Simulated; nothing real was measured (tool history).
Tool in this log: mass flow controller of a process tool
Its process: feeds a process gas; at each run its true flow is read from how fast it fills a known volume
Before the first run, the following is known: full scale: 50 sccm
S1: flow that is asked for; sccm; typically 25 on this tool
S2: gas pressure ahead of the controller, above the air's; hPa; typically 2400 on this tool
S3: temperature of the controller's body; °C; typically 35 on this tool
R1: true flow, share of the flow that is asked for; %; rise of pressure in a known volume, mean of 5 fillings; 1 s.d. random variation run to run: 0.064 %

Run 1, day 0.000: usual settings. Result: R1 98.42 %.
Run 2, day 9.346: usual settings. Result: R1 98.29 %.
Run 3, day 22.933: usual settings. Result: R1 98.39 %.
Run 4, day 35.417: usual settings. Result: R1 98.38 %.
Run 5, day 43.821: usual settings. Result: R1 98.46 %.
Run 6, day 57.604: usual settings but S1 26 sccm. Result: R1 98.42 %.
Run 7, day 63.754: usual settings but S1 26 sccm. Result: R1 98.51 %.
Run 8, day 74.029: usual settings but S1 26 sccm. Result: R1 98.41 %.
Run 9, day 83.183: usual settings but S3 20 °C. Result: R1 97.43 %.
Run 10, day 90.150: usual settings but S3 20 °C. Result: R1 97.50 %.
Run 11, day 101.208: usual settings but S3 20 °C. Result: R1 97.42 %.
Run 12, day 113.554: usual settings but S3 20 °C. Result: R1 97.56 %.
Run 13, day 124.117: usual settings but S3 20 °C. Result: R1 97.46 %.
Run 14, day 132.388: usual settings but S3 20 °C. Result: R1 97.41 %.
Run 15, day 141.488: usual settings but S3 20 °C. Result: R1 97.42 %.
At day 142.612: controller's zero set anew.
Run 16, day 148.062: usual settings but S2 2010 hPa, S3 20 °C. Result: R1 97.10 %.
Run 17, day 161.758: usual settings but S1 11 sccm. Result: R1 95.15 %.
Run 18, day 171.983: usual settings but S1 11 sccm. Result: R1 95.16 %.
At day 179.625: controller's zero set anew, once more.
Run 19, day 184.162: usual settings but S1 11 sccm. Result: R1 98.12 %.
Run 20, day 191.867: usual settings but S1 11 sccm. Result: R1 98.20 %.
Run 21, day 199.650: usual settings but S1 9 sccm. Result: R1 97.90 %.
Run 22, day 212.329: usual settings but S1 9 sccm. Result: R1 97.75 %.
Run 23, day 221.988: usual settings but S2 2580 hPa. Result: R1 99.20 %.
Run 24, day 233.625: usual settings but S2 2580 hPa. Result: R1 99.10 %.
Run 25, day 246.117: usual settings but S2 2580 hPa. Result: R1 99.28 %.
Run 26, day 259.629: usual settings but S1 17 sccm, S2 2640 hPa. Result: R1 98.32 %.
Run 27, day 272.154: usual settings but S3 22 °C. Result: R1 98.39 %.
Run 28, day 278.371: usual settings but S3 22 °C. Result: R1 98.29 %.
Run 29, day 286.242: usual settings but S1 32 sccm, S2 1810 hPa, S3 22 °C. Result: R1 99.13 %.
Run 30, day 300.433: usual settings but S1 11 sccm, S3 24 °C. Result: R1 96.82 %.
Run 31, day 311.092: usual settings but S1 6 sccm, S2 2100 hPa, S3 24 °C. Result: R1 95.50 %.
Run 32, day 324.379: usual settings but S2 2560 hPa, S3 23 °C. Result: R1 98.28 %.
Run 33, day 333.312: usual settings but S2 1660 hPa, S3 33 °C. Result: R1 98.98 %.
Run 34, day 343.133: usual settings but S1 22 sccm, S2 1560 hPa, S3 31 °C. Result: R1 98.81 %.
Run 35, day 357.138: usual settings but S1 11 sccm, S2 2050 hPa, S3 31 °C. Result: R1 97.07 %.
Run 36, day 366.358: usual settings but S1 11 sccm, S2 2050 hPa, S3 31 °C. Result: R1 96.90 %.
Run 37, day 377.783: usual settings but S1 17 sccm, S3 24 °C. Result: R1 97.43 %.
Run 38, day 391.208: usual settings but S1 36 sccm, S2 2410 hPa, S3 39 °C. Result: R1 100.19 %.
Run 39, day 402.117: usual settings but S1 36 sccm, S2 2410 hPa, S3 39 °C. Result: R1 100.23 %.
Run 40, day 413.208: usual settings but S1 7 sccm, S2 2770 hPa, S3 36 °C. Result: R1 95.23 %.
Run 41, day 423.188: usual settings but S1 31 sccm, S2 2770 hPa, S3 33 °C. Result: R1 99.33 %.
Run 42, day 431.529: usual settings but S1 31 sccm, S2 2770 hPa, S3 34 °C. Result: R1 99.39 %.
Run 43, day 445.821: usual settings but S1 31 sccm, S2 2770 hPa, S3 34 °C. Result: R1 99.38 %.
Run 44, day 457.762: usual settings but S1 7 sccm, S2 1430 hPa. Result: R1 95.09 %.
At day 463.304: controller exchanged for a calibrated one.
Run 45, day 470.079: usual settings but S2 2250 hPa. Result: R1 98.76 %.
Run 46, day 482.750: usual settings but S2 1760 hPa, S3 27 °C. Result: R1 98.31 %.
Run 47, day 494.450: usual settings but S2 1630 hPa. Result: R1 98.92 %.
Run 48, day 501.321: usual settings but S2 1630 hPa. Result: R1 98.86 %.

Each row is a separate what-if for the run after 48, all from the same tool condition, not one after another. Results?
Run A, day 509.200: usual settings but S1 38 sccm, S2 1500 hPa, S3 21 °C. Result: R1 ?.
Run B, day 509.200: usual settings but S1 23 sccm, S2 1630 hPa, S3 32 °C. Result: R1 ?.
Run C, day 509.200: usual settings but S1 7 sccm, S2 1630 hPa. Result: R1 ?.

run     R1
  A  99.11
  B  98.58
  C  96.97
Take away the tool's hidden state, keep each run's random variation, and the runs would have read:
run     R1
  A  99.11
  B  98.70
  C  97.81
